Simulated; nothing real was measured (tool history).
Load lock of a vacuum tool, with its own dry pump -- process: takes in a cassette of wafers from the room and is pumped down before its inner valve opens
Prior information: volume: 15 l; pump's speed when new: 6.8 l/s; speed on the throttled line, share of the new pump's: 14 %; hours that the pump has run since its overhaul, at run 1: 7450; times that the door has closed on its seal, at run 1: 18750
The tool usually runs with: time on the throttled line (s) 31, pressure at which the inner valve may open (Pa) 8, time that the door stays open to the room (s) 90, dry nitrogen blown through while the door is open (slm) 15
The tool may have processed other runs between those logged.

| run | hour | time on the throttled line (s) | pressure at which the inner valve may open (Pa) | time that the door stays open to the room (s) | dry nitrogen blown through while the door is open (slm) | hours that the pump has run since its overhaul | times that the door has closed on its seal | incoming humidity of the room's air, % | time from the closed door until the inner valve may open (s) | rise of the pressure with all valves shut (Pa/min) |
|---|---|---|---|---|---|---|---|---|---|---|
| 1 | 0.0 | 31 | 8 | 90 | 15 | 7450 | 18750 | 45.8 | 48.5 | 0.195 |
| 2 | 99.1 | 31 | 8 | 90 | 7 | 7550 | 19162 | 47.4 | 48.9 | 0.213 |
| 3 | 292.9 | 31 | 8 | 46 | 15 | 7743 | 19966 | 41.7 | 48.1 | 0.186 |
| 4 | 457.5 | 31 | 8 | 46 | 15 | 7908 | 20650 | 44.5 | 48.8 | 0.196 |
| 5 | 566.0 | 31 | 8 | 90 | 7 | 8016 | 21100 | 42.8 | 48.8 | 0.231 |
| 6 | 653.7 | 31 | 8 | 90 | 7 | 8104 | 21464 | 46.2 | 49.4 | 0.230 |
| 7 | 822.6 | 31 | 8 | 90 | 7 | 8273 | 22165 | 44.5 | 48.5 | 0.240 |
| 8 | 925.9 | 31 | 8 | 90 | 7 | 8376 | 22594 | 41.2 | 48.8 | 0.240 |
| 9 | 1115.6 | 18 | 16 | 90 | 15 | 8566 | 23382 | 44.2 | 36.0 | 0.243 |
| 10 | 1303.7 | 56 | 16 | 115 | 15 | 8754 | 24163 | 45.9 | 67.8 | 0.268 |
| 11 | 1441.9 | 31 | 8 | 206 | 13 | 8892 | 24737 | 42.4 | 49.5 | 0.289 |
| 12 | 1641.4 | 32 | 8 | 206 | 13 | 9092 | 25565 | 46.6 | 51.0 | 0.306 |
| 13 | 1763.3 | 24 | 10 | 41 | 13 | 9214 | 26071 | 39.0 | 43.4 | 0.260 |

What would each run have given without the hidden state, its run-to-run variation left as it was?
The hidden state here: pump's speed, % of a new pump's; leak at the door's seal, Pa l/s; drift of the gauge itself on ready_s, %; drift of the gauge itself on rise_pa_min, %.
| run | time from the closed door until the inner valve may open (s) | rise of the pressure with all valves shut (Pa/min) |
|---|---|---|
| 1 | 47.0 | 0.057 |
| 2 | 47.4 | 0.071 |
| 3 | 46.5 | 0.036 |
| 4 | 47.2 | 0.037 |
| 5 | 47.1 | 0.067 |
| 6 | 47.7 | 0.064 |
| 7 | 46.8 | 0.066 |
| 8 | 47.1 | 0.060 |
| 9 | 34.3 | 0.054 |
| 10 | 66.6 | 0.067 |
| 11 | 47.7 | 0.082 |
| 12 | 49.2 | 0.090 |
| 13 | 41.4 | 0.034 |
